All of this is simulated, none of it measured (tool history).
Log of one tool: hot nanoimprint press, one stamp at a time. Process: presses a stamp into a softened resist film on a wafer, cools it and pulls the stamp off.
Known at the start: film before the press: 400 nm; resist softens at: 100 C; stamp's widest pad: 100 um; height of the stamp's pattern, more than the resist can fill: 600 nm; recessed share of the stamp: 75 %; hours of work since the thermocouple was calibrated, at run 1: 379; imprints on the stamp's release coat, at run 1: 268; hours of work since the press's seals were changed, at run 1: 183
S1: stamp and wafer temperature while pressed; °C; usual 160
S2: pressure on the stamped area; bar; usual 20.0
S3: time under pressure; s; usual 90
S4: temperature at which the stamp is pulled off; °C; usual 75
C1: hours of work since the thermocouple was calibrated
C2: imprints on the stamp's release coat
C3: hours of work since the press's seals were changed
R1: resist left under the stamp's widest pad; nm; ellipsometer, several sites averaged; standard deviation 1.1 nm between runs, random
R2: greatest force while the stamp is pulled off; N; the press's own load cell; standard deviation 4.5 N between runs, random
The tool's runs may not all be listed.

run 1 hour=0.0 | S1=160 S2=20.0 S3=90 S4=75 | C1=379 C2=268 C3=183 | R1=168.4 R2=244
run 2 hour=12.0 | S1=160 S2=20.0 S3=90 S4=75 | C1=387 C2=329 C3=190 | R1=169.2 R2=248
run 3 hour=25.5 | S1=160 S2=20.0 S3=90 S4=75 | C1=396 C2=399 C3=199 | R1=170.2 R2=260
run 4 hour=39.0 | S1=160 S2=20.0 S3=90 S4=75 | C1=404 C2=468 C3=208 | R1=170.0 R2=262
run 5 hour=45.4 | S1=160 S2=20.0 S3=90 S4=75 | C1=409 C2=500 C3=213 | R1=171.5 R2=265
run 6 hour=57.1 | S1=160 S2=20.0 S3=90 S4=75 | C1=416 C2=560 C3=220 | R1=171.5 R2=278
run 7 hour=65.3 | S1=160 S2=20.0 S3=90 S4=75 | C1=422 C2=603 C3=226 | R1=170.6 R2=287
run 8 hour=76.8 | S1=160 S2=20.0 S3=90 S4=75 | C1=430 C2=661 C3=234 | R1=173.1 R2=278
run 9 hour=82.4 | S1=160 S2=20.0 S3=90 S4=75 | C1=433 C2=690 C3=237 | R1=171.8 R2=287
run 10 hour=88.8 | S1=160 S2=20.0 S3=90 S4=75 | C1=438 C2=723 C3=241 | R1=170.0 R2=287
run 11 hour=96.4 | S1=160 S2=20.0 S3=90 S4=75 | C1=443 C2=762 C3=247 | R1=171.7 R2=303
run 12 hour=104.5 | S1=160 S2=20.0 S3=90 S4=75 | C1=448 C2=804 C3=252 | R1=172.5 R2=302
run 13 hour=113.9 | S1=158 S2=20.0 S3=90 S4=75 | C1=454 C2=852 C3=258 | R1=189.9 R2=304
run 14 hour=123.6 | S1=158 S2=20.0 S3=90 S4=75 | C1=461 C2=901 C3=265 | R1=189.6 R2=302
run 15 hour=130.5 | S1=158 S2=20.0 S3=90 S4=75 | C1=465 C2=937 C3=269 | R1=191.0 R2=300
run 16 hour=143.5 | S1=166 S2=16.9 S3=142 S4=75 | C1=474 C2=1003 C3=278 | R1=113.8 R2=321
-- hour=147.2 plate thermocouple calibrated
run 17 hour=152.5 | S1=166 S2=16.9 S3=142 S4=75 | C1=4 C2=1034 C3=282 | R1=118.1 R2=338
run 18 hour=159.1 | S1=166 S2=16.9 S3=142 S4=70 | C1=8 C2=1068 C3=286 | R1=117.6 R2=341
run 19 hour=165.3 | S1=166 S2=17.0 S3=109 S4=70 | C1=12 C2=1099 C3=290 | R1=133.6 R2=349
run 20 hour=172.2 | S1=170 S2=17.0 S3=123 S4=70 | C1=17 C2=1135 C3=295 | R1=103.0 R2=338
-- hour=186.1 plate thermocouple calibrated, once more
run 21 hour=188.1 | S1=170 S2=27.6 S3=123 S4=70 | C1=1 C2=1201 C3=303 | R1=74.4 R2=342
run 22 hour=199.7 | S1=160 S2=23.6 S3=90 S4=61 | C1=9 C2=1261 C3=311 | R1=151.1 R2=401
-- hour=207.4 stamp cleaned and given a new release coat
run 23 hour=217.0 | S1=160 S2=19.0 S3=90 S4=75 | C1=17 C2=48 C3=319 | R1=167.5 R2=223
run 24 hour=226.1 | S1=160 S2=24.5 S3=90 S4=62 | C1=23 C2=95 C3=325 | R1=150.0 R2=255
run 25 hour=239.6 | S1=150 S2=18.3 S3=68 S4=75 | C1=32 C2=164 C3=334 | R1=286.5 R2=234
run 26 hour=247.2 | S1=150 S2=18.3 S3=68 S4=75 | C1=37 C2=203 C3=339 | R1=285.5 R2=234
run 27 hour=253.1 | S1=150 S2=18.3 S3=68 S4=75 | C1=41 C2=234 C3=343 | R1=282.3 R2=237
run 28 hour=259.5 | S1=155 S2=20.0 S3=90 S4=70 | C1=45 C2=267 C3=347 | R1=208.3 R2=256
run 29 hour=265.4 | S1=152 S2=20.0 S3=90 S4=83 | C1=49 C2=297 C3=351 | R1=239.8 R2=234

Predict each of these 5 candidate next runs independently; none follows another, all start after run 29:
run A hour=272.1 | S1=160 S2=20.0 S3=90 S4=71 | C1=53 C2=331 C3=355 | R1=? R2=?
run B hour=272.1 | S1=150 S2=20.0 S3=90 S4=75 | C1=53 C2=331 C3=355 | R1=? R2=?
run C hour=272.1 | S1=152 S2=20.0 S3=58 S4=83 | C1=53 C2=331 C3=355 | R1=? R2=?
run D hour=272.1 | S1=152 S2=20.1 S3=90 S4=83 | C1=53 C2=331 C3=355 | R1=? R2=?
run E hour=272.1 | S1=152 S2=20.0 S3=111 S4=66 | C1=53 C2=331 C3=355 | R1=? R2=?

run=A R1=163.6 R2=260
run=B R1=258.1 R2=248
run=C R1=272.0 R2=238
run=D R1=237.0 R2=219
run=E R1=222.8 R2=268
The same runs, with their run-to-run variation unchanged, on a tool lacking any hidden condition would have given:
run=A R1=161.7 R2=229
run=B R1=255.8 R2=218
run=C R1=269.8 R2=210
run=D R1=234.7 R2=193
run=E R1=220.5 R2=236
